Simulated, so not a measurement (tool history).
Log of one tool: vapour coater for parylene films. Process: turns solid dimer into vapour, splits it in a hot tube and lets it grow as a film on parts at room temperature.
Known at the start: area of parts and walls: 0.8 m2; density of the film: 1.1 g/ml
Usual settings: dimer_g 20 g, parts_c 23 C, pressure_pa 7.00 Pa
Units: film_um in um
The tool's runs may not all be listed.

Run 1, hour 0.0: usual settings. Result: film_um 17.03 um.
Run 2, hour 8.7: usual settings but parts_c 30 C. Result: film_um 13.01 um.
Run 3, hour 27.6: usual settings but parts_c 30 C. Result: film_um 12.65 um.
Run 4, hour 38.4: usual settings but parts_c 30 C. Result: film_um 12.60 um.
Run 5, hour 53.6: usual settings but pressure_pa 9.30 Pa. Result: film_um 15.91 um.
At hour 59.0: trap's valve overhauled.
Run 6, hour 72.2: usual settings but pressure_pa 9.30 Pa. Result: film_um 15.80 um.
Run 7, hour 90.2: usual settings. Result: film_um 16.44 um.
At hour 108.0: trap's valve overhauled, once more.
Run 8, hour 110.2: usual settings. Result: film_um 16.99 um.
Run 9, hour 129.3: usual settings but parts_c 17 C, pressure_pa 3.01 Pa. Result: film_um 21.95 um.
Run 10, hour 139.7: usual settings but parts_c 17 C, pressure_pa 2.27 Pa. Result: film_um 21.89 um.
Run 11, hour 157.4: usual settings but dimer_g 12 g, pressure_pa 3.07 Pa. Result: film_um 11.53 um.
Run 12, hour 166.9: usual settings but dimer_g 12 g, pressure_pa 3.07 Pa. Result: film_um 11.49 um.
Run 13, hour 176.2: usual settings but dimer_g 34 g, parts_c 32 C, pressure_pa 10.23 Pa. Result: film_um 18.99 um.
Run 14, hour 193.2: usual settings but dimer_g 34 g, parts_c 32 C, pressure_pa 10.23 Pa. Result: film_um 18.97 um.
Run 15, hour 212.7: usual settings but dimer_g 34 g, parts_c 32 C, pressure_pa 10.23 Pa. Result: film_um 18.94 um.
Run 16, hour 225.0: usual settings but dimer_g 19 g. Result: film_um 15.76 um.

Forecast each of these 3 alternatives for the next run:
Run A, hour 240.6: usual settings but pressure_pa 10.05 Pa. Result: film_um ?.
Run B, hour 240.6: usual settings but dimer_g 14 g, parts_c 27 C, pressure_pa 2.64 Pa. Result: film_um ?.
Run C, hour 240.6: usual settings but dimer_g 15 g, parts_c 22 C. Result: film_um ?.

run  film_um
  A    15.75
  B    11.44
  C    13.10
Without the tool's hidden state the same runs would have given:
run  film_um
  A    16.15
  B    11.73
  C    13.43
